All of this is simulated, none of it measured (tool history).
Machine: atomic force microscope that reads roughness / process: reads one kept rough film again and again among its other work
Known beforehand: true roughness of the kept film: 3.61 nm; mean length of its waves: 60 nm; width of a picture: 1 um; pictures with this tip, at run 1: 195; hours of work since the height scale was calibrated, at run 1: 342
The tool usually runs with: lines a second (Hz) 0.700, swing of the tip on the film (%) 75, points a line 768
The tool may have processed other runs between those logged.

| run | hour | lines a second (Hz) | swing of the tip on the film (%) | points a line | pictures with this tip | hours of work since the height scale was calibrated | roughness of the kept film (nm (root mean square)) |
|---|---|---|---|---|---|---|---|
| 1 | 0.0 | 0.700 | 75 | 768 | 195 | 342 | 3.370 |
| 2 | 14.7 | 0.700 | 75 | 519 | 222 | 352 | 3.382 |
|  | 16.6 | new tip fitted |
| 3 | 26.3 | 0.700 | 75 | 768 | 18 | 361 | 3.392 |
| 4 | 36.7 | 0.700 | 75 | 768 | 37 | 368 | 3.394 |
| 5 | 49.0 | 0.700 | 75 | 768 | 60 | 377 | 3.395 |
| 6 | 65.1 | 0.700 | 75 | 768 | 90 | 389 | 3.364 |
| 7 | 75.1 | 0.700 | 75 | 768 | 108 | 396 | 3.383 |
| 8 | 87.3 | 3.778 | 75 | 367 | 131 | 405 | 2.813 |
| 9 | 103.4 | 2.618 | 58 | 355 | 160 | 416 | 3.322 |

Expected results for the next run?
| 10 | 119.5 | 0.550 | 75 | 861 | 190 | 428 | ? |

Logged for run 10: roughness of the kept film (nm (root mean square)) 3.397.
On a tool with no hidden condition, and with the same random variation, this run would have come out at roughness of the kept film (nm (root mean square)) 3.404.

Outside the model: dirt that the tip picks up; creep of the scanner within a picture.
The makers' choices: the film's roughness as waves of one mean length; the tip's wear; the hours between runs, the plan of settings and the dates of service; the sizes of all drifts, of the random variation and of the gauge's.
